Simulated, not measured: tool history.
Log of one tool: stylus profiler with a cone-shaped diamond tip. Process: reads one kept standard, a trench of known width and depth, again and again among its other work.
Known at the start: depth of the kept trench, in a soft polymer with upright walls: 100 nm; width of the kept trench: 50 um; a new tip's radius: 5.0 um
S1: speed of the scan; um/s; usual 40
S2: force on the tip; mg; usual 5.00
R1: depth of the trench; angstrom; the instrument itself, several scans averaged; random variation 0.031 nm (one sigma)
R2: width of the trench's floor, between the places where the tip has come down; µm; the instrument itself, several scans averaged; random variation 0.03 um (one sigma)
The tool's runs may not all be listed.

run     day   S1     S2      R1     R2
  1   0.000   40   5.00  1015.8  46.71
  2   0.638   40   5.00  1015.3  46.67
  3   1.075   40   5.00  1015.9  46.71
  4   1.562   40   5.00  1015.8  46.69
  5   2.308   40   5.00  1016.0  46.70
  6   3.083   17   5.00  1015.4  46.83
  7   3.579   40   5.00  1015.9  46.66
  8   4.146   40   2.88  1012.2  46.66
  9   4.862   40   2.88  1012.4  46.68
 10   5.267  139   5.00  1015.9  46.28
 11   5.962   70   5.00  1015.9  46.53
 12   6.850   40   5.00  1015.7  46.69
 13   7.596   83  12.63  1025.4  46.61
 14   7.992  101   1.68  1009.8  46.08
      8.121  -- new tip fitted, height scale calibrated
 15   8.542   11  14.88  1023.6  48.01
 16   9.067   77   5.08  1011.7  47.72
 17   9.542   77   5.08  1011.4  47.73
 18  10.071   87   4.00  1009.7  47.63

Run 19 comes next. What will it give?
 19  10.662  87  4.00   ?   ?

R1: 1009.8 angstrom
R2: 47.62 µm
Without the tool's hidden state the same run would have given R1 1009.8 angstrom, R2 47.62 µm.
